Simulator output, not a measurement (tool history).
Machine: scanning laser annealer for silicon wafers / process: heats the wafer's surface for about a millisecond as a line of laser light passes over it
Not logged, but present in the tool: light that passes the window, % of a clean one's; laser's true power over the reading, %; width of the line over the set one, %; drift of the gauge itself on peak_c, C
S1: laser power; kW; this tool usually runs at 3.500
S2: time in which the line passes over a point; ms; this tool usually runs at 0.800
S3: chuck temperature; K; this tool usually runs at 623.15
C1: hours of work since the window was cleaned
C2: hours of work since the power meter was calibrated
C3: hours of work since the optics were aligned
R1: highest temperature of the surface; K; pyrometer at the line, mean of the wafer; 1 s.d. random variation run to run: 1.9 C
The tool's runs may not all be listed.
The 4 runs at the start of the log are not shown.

run 5 hour=114.5 | S1=3.500 S2=0.835 S3=623.15 | C1=292 C2=236 C3=642 | R1=1371.15
run 6 hour=153.8 | S1=3.500 S2=0.835 S3=623.15 | C1=313 C2=256 C3=663 | R1=1370.15
run 7 hour=175.9 | S1=3.500 S2=0.835 S3=614.15 | C1=324 C2=268 C3=675 | R1=1361.15
run 8 hour=212.2 | S1=3.026 S2=0.800 S3=623.15 | C1=343 C2=287 C3=694 | R1=1234.15
run 9 hour=253.1 | S1=3.026 S2=0.800 S3=623.15 | C1=365 C2=309 C3=716 | R1=1232.15
run 10 hour=278.7 | S1=3.026 S2=0.800 S3=623.15 | C1=379 C2=323 C3=729 | R1=1230.15
run 11 hour=315.2 | S1=3.679 S2=0.800 S3=623.15 | C1=398 C2=342 C3=749 | R1=1393.15
run 12 hour=341.1 | S1=3.679 S2=0.800 S3=623.15 | C1=412 C2=356 C3=762 | R1=1389.15
run 13 hour=383.4 | S1=3.679 S2=0.800 S3=623.15 | C1=434 C2=378 C3=785 | R1=1390.15
run 14 hour=408.5 | S1=3.679 S2=0.800 S3=623.15 | C1=448 C2=391 C3=798 | R1=1387.15
run 15 hour=450.3 | S1=3.500 S2=0.800 S3=623.15 | C1=470 C2=414 C3=820 | R1=1342.15
-- hour=455.9 window over the wafer cleaned
run 16 hour=495.6 | S1=3.500 S2=0.800 S3=623.15 | C1=21 C2=437 C3=843 | R1=1331.15
run 17 hour=530.7 | S1=3.500 S2=0.800 S3=623.15 | C1=40 C2=455 C3=862 | R1=1329.15
run 18 hour=575.7 | S1=3.500 S2=0.800 S3=623.15 | C1=64 C2=479 C3=886 | R1=1326.15
run 19 hour=609.1 | S1=3.500 S2=0.800 S3=651.15 | C1=81 C2=497 C3=903 | R1=1354.15
run 20 hour=649.6 | S1=3.500 S2=0.800 S3=651.15 | C1=103 C2=518 C3=925 | R1=1349.15
run 21 hour=692.2 | S1=3.500 S2=0.800 S3=651.15 | C1=125 C2=541 C3=947 | R1=1352.15
-- hour=701.1 window over the wafer cleaned, once more
run 22 hour=743.3 | S1=3.500 S2=0.800 S3=651.15 | C1=22 C2=567 C3=973 | R1=1392.15
run 23 hour=763.1 | S1=3.355 S2=0.879 S3=623.15 | C1=33 C2=577 C3=984 | R1=1364.15
run 24 hour=799.1 | S1=3.109 S2=0.723 S3=662.15 | C1=52 C2=596 C3=1003 | R1=1271.15
run 25 hour=830.3 | S1=3.068 S2=0.723 S3=614.15 | C1=69 C2=613 C3=1020 | R1=1214.15
run 26 hour=855.5 | S1=3.068 S2=0.723 S3=614.15 | C1=82 C2=626 C3=1033 | R1=1214.15

The next listed run, before its measurement:
run 27 hour=882.3 | S1=3.068 S2=0.723 S3=614.15 | C1=96 C2=640 C3=1047 | R1=?

R1: 1212.15 K
Were there no unlogged condition in the tool, this run, its random variation unchanged, would have produced R1 1234.15 K.
